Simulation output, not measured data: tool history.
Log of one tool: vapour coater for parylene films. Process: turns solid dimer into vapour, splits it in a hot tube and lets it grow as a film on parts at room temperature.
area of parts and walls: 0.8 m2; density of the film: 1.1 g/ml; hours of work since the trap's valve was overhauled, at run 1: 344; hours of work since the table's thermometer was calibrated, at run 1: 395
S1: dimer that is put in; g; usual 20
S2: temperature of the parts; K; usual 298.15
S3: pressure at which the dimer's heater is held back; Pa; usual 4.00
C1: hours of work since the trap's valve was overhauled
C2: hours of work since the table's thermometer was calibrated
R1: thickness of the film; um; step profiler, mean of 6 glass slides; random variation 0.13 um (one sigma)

{"run": 1, "hour": 0.0, "S1": 20, "S2": 298.15, "S3": 4.0, "C1": 344, "C2": 395, "R1": 13.91}
{"hour": 18.5, "done": "trap's valve overhauled"}
{"run": 2, "hour": 18.5, "S1": 20, "S2": 298.15, "S3": 4.0, "C1": 0, "C2": 407, "R1": 15.89}
{"run": 3, "hour": 43.3, "S1": 20, "S2": 298.15, "S3": 5.6, "C1": 20, "C2": 427, "R1": 15.64}
{"run": 4, "hour": 72.4, "S1": 20, "S2": 298.15, "S3": 5.6, "C1": 44, "C2": 451, "R1": 15.29}
{"run": 5, "hour": 88.5, "S1": 20, "S2": 298.15, "S3": 5.6, "C1": 57, "C2": 464, "R1": 15.5}
{"run": 6, "hour": 119.0, "S1": 20, "S2": 298.15, "S3": 5.6, "C1": 81, "C2": 488, "R1": 15.07}
{"run": 7, "hour": 139.2, "S1": 20, "S2": 298.15, "S3": 5.6, "C1": 98, "C2": 505, "R1": 15.2}
{"run": 8, "hour": 165.6, "S1": 20, "S2": 298.15, "S3": 5.6, "C1": 119, "C2": 526, "R1": 14.59}
{"run": 9, "hour": 184.1, "S1": 20, "S2": 298.15, "S3": 5.6, "C1": 134, "C2": 541, "R1": 14.83}
{"run": 10, "hour": 218.1, "S1": 20, "S2": 298.15, "S3": 10.5, "C1": 162, "C2": 569, "R1": 14.39}
{"run": 11, "hour": 240.3, "S1": 20, "S2": 298.15, "S3": 10.5, "C1": 180, "C2": 587, "R1": 14.0}
{"run": 12, "hour": 265.1, "S1": 20, "S2": 298.15, "S3": 10.5, "C1": 200, "C2": 607, "R1": 13.84}
{"run": 13, "hour": 299.8, "S1": 20, "S2": 298.15, "S3": 10.5, "C1": 228, "C2": 635, "R1": 13.82}
{"run": 14, "hour": 329.0, "S1": 20, "S2": 298.15, "S3": 4.0, "C1": 252, "C2": 659, "R1": 14.57}
{"run": 15, "hour": 354.8, "S1": 20, "S2": 298.15, "S3": 4.0, "C1": 273, "C2": 680, "R1": 14.27}
{"run": 16, "hour": 374.4, "S1": 20, "S2": 298.15, "S3": 4.0, "C1": 288, "C2": 695, "R1": 14.24}
{"run": 17, "hour": 398.8, "S1": 20, "S2": 298.15, "S3": 4.0, "C1": 308, "C2": 715, "R1": 14.16}
{"run": 18, "hour": 429.7, "S1": 20, "S2": 298.15, "S3": 4.0, "C1": 333, "C2": 740, "R1": 14.04}
{"run": 19, "hour": 453.3, "S1": 20, "S2": 298.15, "S3": 4.0, "C1": 352, "C2": 759, "R1": 13.94}
{"hour": 462.2, "done": "trap's valve overhauled"}
{"run": 20, "hour": 484.8, "S1": 20, "S2": 298.15, "S3": 4.0, "C1": 18, "C2": 782, "R1": 15.93}
{"run": 21, "hour": 514.2, "S1": 8, "S2": 297.15, "S3": 5.25, "C1": 42, "C2": 805, "R1": 6.37}
{"run": 22, "hour": 545.3, "S1": 26, "S2": 304.15, "S3": 2.2, "C1": 67, "C2": 831, "R1": 18.06}
{"run": 23, "hour": 574.7, "S1": 26, "S2": 304.15, "S3": 2.2, "C1": 91, "C2": 855, "R1": 17.78}
{"run": 24, "hour": 597.2, "S1": 26, "S2": 304.15, "S3": 2.2, "C1": 109, "C2": 873, "R1": 17.64}
{"run": 25, "hour": 621.9, "S1": 20, "S2": 306.15, "S3": 5.66, "C1": 129, "C2": 893, "R1": 12.21}
{"run": 26, "hour": 650.5, "S1": 20, "S2": 290.15, "S3": 5.83, "C1": 153, "C2": 916, "R1": 18.36}
{"run": 27, "hour": 677.9, "S1": 22, "S2": 290.15, "S3": 6.25, "C1": 175, "C2": 938, "R1": 20.07}
{"run": 28, "hour": 705.9, "S1": 22, "S2": 290.15, "S3": 6.25, "C1": 197, "C2": 961, "R1": 20.0}
{"run": 29, "hour": 726.7, "S1": 22, "S2": 290.15, "S3": 6.25, "C1": 214, "C2": 978, "R1": 19.97}
{"run": 30, "hour": 753.4, "S1": 26, "S2": 290.15, "S3": 2.59, "C1": 236, "C2": 999, "R1": 24.32}
{"run": 31, "hour": 785.5, "S1": 19, "S2": 291.15, "S3": 4.66, "C1": 262, "C2": 1025, "R1": 16.51}
{"hour": 803.2, "done": "table's thermometer calibrated"}
{"run": 32, "hour": 805.7, "S1": 17, "S2": 305.15, "S3": 9.52, "C1": 278, "C2": 2, "R1": 9.5}
{"run": 33, "hour": 822.6, "S1": 17, "S2": 305.15, "S3": 9.52, "C1": 291, "C2": 16, "R1": 9.39}
{"run": 34, "hour": 840.8, "S1": 20, "S2": 298.15, "S3": 3.36, "C1": 306, "C2": 31, "R1": 13.93}
{"run": 35, "hour": 875.3, "S1": 20, "S2": 299.15, "S3": 7.43, "C1": 334, "C2": 58, "R1": 12.86}
{"run": 36, "hour": 901.6, "S1": 20, "S2": 296.15, "S3": 4.73, "C1": 355, "C2": 80, "R1": 14.1}
{"hour": 907.2, "done": "trap's valve overhauled"}
{"run": 37, "hour": 939.4, "S1": 20, "S2": 296.15, "S3": 4.73, "C1": 26, "C2": 107, "R1": 16.42}
{"run": 38, "hour": 972.9, "S1": 20, "S2": 296.15, "S3": 4.73, "C1": 53, "C2": 134, "R1": 16.12}
{"run": 39, "hour": 1004.6, "S1": 20, "S2": 298.15, "S3": 9.81, "C1": 79, "C2": 160, "R1": 14.59}

How the hidden state differs across the entries between the runs, from the last listed run before each to the first after it:
Between runs 1 and 2: trap's valve overhauled (hour 18.5)
  vapour lost through the trap's worn valve, %: 12.8 -> 0.6; true temperature of the parts over the reading, C: -0.7 -> -0.72
  measured less the result without the state, R1: -1.75 -> +0.22 um
Between runs 19 and 20: trap's valve overhauled (hour 462.2)
  vapour lost through the trap's worn valve, %: 14 -> 1.3; true temperature of the parts over the reading, C: -1.21 -> -1.24
  measured less the result without the state, R1: -1.75 -> +0.32 um
Between runs 31 and 32: table's thermometer calibrated (hour 803.2)
  vapour lost through the trap's worn valve, %: 10.6 -> 11.2; true temperature of the parts over the reading, C: -1.59 -> -0.06
  measured less the result without the state, R1: -1.17 -> -1.17 um
Between runs 36 and 37: trap's valve overhauled (hour 907.2)
  vapour lost through the trap's worn valve, %: 14.2 -> 1.6; true temperature of the parts over the reading, C: -0.17 -> -0.21
  measured less the result without the state, R1: -2.26 -> -0.17 um
